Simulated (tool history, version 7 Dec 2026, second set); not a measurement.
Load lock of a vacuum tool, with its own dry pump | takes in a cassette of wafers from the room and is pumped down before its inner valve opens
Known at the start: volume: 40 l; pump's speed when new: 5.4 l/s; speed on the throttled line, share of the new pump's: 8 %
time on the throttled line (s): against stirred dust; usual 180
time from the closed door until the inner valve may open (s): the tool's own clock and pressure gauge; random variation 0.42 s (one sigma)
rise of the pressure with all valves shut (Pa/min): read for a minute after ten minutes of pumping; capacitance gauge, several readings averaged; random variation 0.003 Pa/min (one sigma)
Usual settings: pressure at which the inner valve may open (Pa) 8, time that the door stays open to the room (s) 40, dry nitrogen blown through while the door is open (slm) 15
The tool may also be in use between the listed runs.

run,hour,time on the throttled line (s),pressure at which the inner valve may open (Pa),time that the door stays open to the room (s),dry nitrogen blown through while the door is open (slm),"incoming humidity of the room's air, %",time from the closed door until the inner valve may open (s),rise of the pressure with all valves shut (Pa/min)
1,0,180,8,40,15,50,242.1,0.127
2,212.3,125,8,40,15,47.6,192.5,0.123
3,362.1,125,8,40,15,49.5,192,0.138
4,513.3,180,8,40,15,44.8,242.3,0.139
5,771.7,180,8,40,15,45,242.9,0.15
6,1033.4,180,8,40,15,46.4,243,0.162
7,1196.7,189,8,46,15,48,250.5,0.173
8,1312,180,11,40,15,44.9,240.5,0.176
9,1465.1,159,8,95,15,44.6,224.7,0.198
10,1732.1,159,8,95,15,42.1,224.6,0.208
11,1978.2,180,8,40,8,47.7,244.1,0.215

Forecast each of these 5 alternatives for the next run:
# hour 2100.4: dry pump taken out, an overhauled one fitted
A,2119.9,156,8,235,40,45.8,?,?
# hour 2100.4: dry pump taken out, an overhauled one fitted
B,2119.9,259,8,40,15,47.5,?,?
# hour 2100.4: dry pump taken out, an overhauled one fitted
C,2119.9,180,7,40,8,48.5,?,?
# hour 2100.4: dry pump taken out, an overhauled one fitted
D,2119.9,180,8,40,15,40.1,?,?
# hour 2100.4: dry pump taken out, an overhauled one fitted
E,2119.9,180,7,225,4,44.6,?,?

run,time from the closed door until the inner valve may open (s),rise of the pressure with all valves shut (Pa/min)
A,214.7,0.225
B,309.4,0.218
C,237.1,0.226
D,235.9,0.212
E,237.8,0.284
Without the tool's hidden state the same runs would have given:
run,time from the closed door until the inner valve may open (s),rise of the pressure with all valves shut (Pa/min)
A,213.9,0.044
B,308.6,0.033
C,236.1,0.042
D,235.1,0.027
E,236.8,0.1
